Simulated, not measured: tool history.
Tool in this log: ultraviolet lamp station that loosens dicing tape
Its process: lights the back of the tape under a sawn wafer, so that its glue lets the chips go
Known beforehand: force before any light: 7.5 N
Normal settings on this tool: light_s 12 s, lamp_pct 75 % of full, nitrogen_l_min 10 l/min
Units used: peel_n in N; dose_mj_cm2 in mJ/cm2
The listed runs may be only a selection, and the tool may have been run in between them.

run,hour,light_s,lamp_pct,nitrogen_l_min,peel_n,dose_mj_cm2
1,0,12,75,10,0.375,486
2,9.3,8,75,10,0.741,327
3,15.9,8,75,10,0.749,326
4,26.4,8,75,10,0.75,326
5,33.3,8,75,10,0.747,319
6,43.4,12,75,10,0.37,488
7,51.7,19,75,10,0.27,766
8,56.6,12,75,19,0.304,488
9,64,13,65,10,0.4,456
10,69,9,75,12,0.565,361
11,74.8,12,75,13,0.344,486
12,79.6,12,97,10,0.292,617
13,89.3,15,61,5,0.543,487

Alternative continuations, all from the tool just after run 13; predict every row:
A,95,12,92,12,?,?
B,95,12,65,10,?,?
C,95,8,77,16,?,?
D,95,8,69,13,?,?

run,peel_n,dose_mj_cm2
A,0.291,584
B,0.474,418
C,0.595,328
D,0.801,296
Without the tool's unlogged condition, the same runs would have read:
run,peel_n,dose_mj_cm2
A,0.265,678
B,0.374,484
C,0.461,380
D,0.613,343
